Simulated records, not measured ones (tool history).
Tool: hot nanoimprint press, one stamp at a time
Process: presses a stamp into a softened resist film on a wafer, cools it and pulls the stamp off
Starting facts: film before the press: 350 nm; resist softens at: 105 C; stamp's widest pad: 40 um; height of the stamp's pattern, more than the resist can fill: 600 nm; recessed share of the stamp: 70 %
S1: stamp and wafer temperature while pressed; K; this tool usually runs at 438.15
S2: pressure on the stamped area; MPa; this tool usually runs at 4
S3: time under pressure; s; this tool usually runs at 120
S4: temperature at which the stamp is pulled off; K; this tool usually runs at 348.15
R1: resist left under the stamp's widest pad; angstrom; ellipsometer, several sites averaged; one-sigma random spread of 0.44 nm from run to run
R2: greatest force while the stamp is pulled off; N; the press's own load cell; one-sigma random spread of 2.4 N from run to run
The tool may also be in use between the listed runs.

run 1 day=0 | S1=438.15 S2=4 S3=120 S4=348.15 | R1=1336 R2=120
run 2 day=0.704 | S1=438.15 S2=4 S3=120 S4=348.15 | R1=1339 R2=115
run 3 day=1.188 | S1=438.15 S2=3.48 S3=120 S4=348.15 | R1=1432 R2=117
run 4 day=1.65 | S1=438.15 S2=2.42 S3=120 S4=348.15 | R1=1701 R2=118
run 5 day=2.1 | S1=438.15 S2=4 S3=120 S4=348.15 | R1=1334 R2=121
run 6 day=2.504 | S1=438.15 S2=4 S3=120 S4=348.15 | R1=1329 R2=115
-- day=3.317 stamp cleaned and given a new release coat
run 7 day=3.492 | S1=438.15 S2=4 S3=120 S4=348.15 | R1=1338 R2=114
run 8 day=4.338 | S1=438.15 S2=4 S3=120 S4=348.15 | R1=1323 R2=116
run 9 day=5.033 | S1=438.15 S2=3.3 S3=120 S4=348.15 | R1=1453 R2=116
run 10 day=5.6 | S1=438.15 S2=3.3 S3=120 S4=348.15 | R1=1456 R2=116
-- day=5.871 plate thermocouple calibrated
run 11 day=6.075 | S1=438.15 S2=3.3 S3=120 S4=348.15 | R1=1453 R2=115
run 12 day=6.842 | S1=438.15 S2=3.3 S3=120 S4=348.15 | R1=1463 R2=121
run 13 day=7.512 | S1=438.15 S2=3.3 S3=120 S4=348.15 | R1=1458 R2=119
run 14 day=7.883 | S1=438.15 S2=2.73 S3=120 S4=348.15 | R1=1602 R2=117
-- day=8.558 press's hydraulic seals changed and the load cell set to zero
run 15 day=9.008 | S1=438.15 S2=2.73 S3=67 S4=348.15 | R1=1938 R2=119
run 16 day=9.492 | S1=438.15 S2=4.37 S3=67 S4=348.15 | R1=1559 R2=117
run 17 day=9.892 | S1=433.15 S2=5.71 S3=211 S4=348.15 | R1=1204 R2=116

What will run 18 give?
run 18 day=10.608 | S1=429.15 S2=5.71 S3=207 S4=348.15 | R1=? R2=?

Logged for run 18: R1 1579 angstrom, R2 114 N.
Without the tool's hidden state the same run would have given R1 1612 angstrom, R2 113 N.

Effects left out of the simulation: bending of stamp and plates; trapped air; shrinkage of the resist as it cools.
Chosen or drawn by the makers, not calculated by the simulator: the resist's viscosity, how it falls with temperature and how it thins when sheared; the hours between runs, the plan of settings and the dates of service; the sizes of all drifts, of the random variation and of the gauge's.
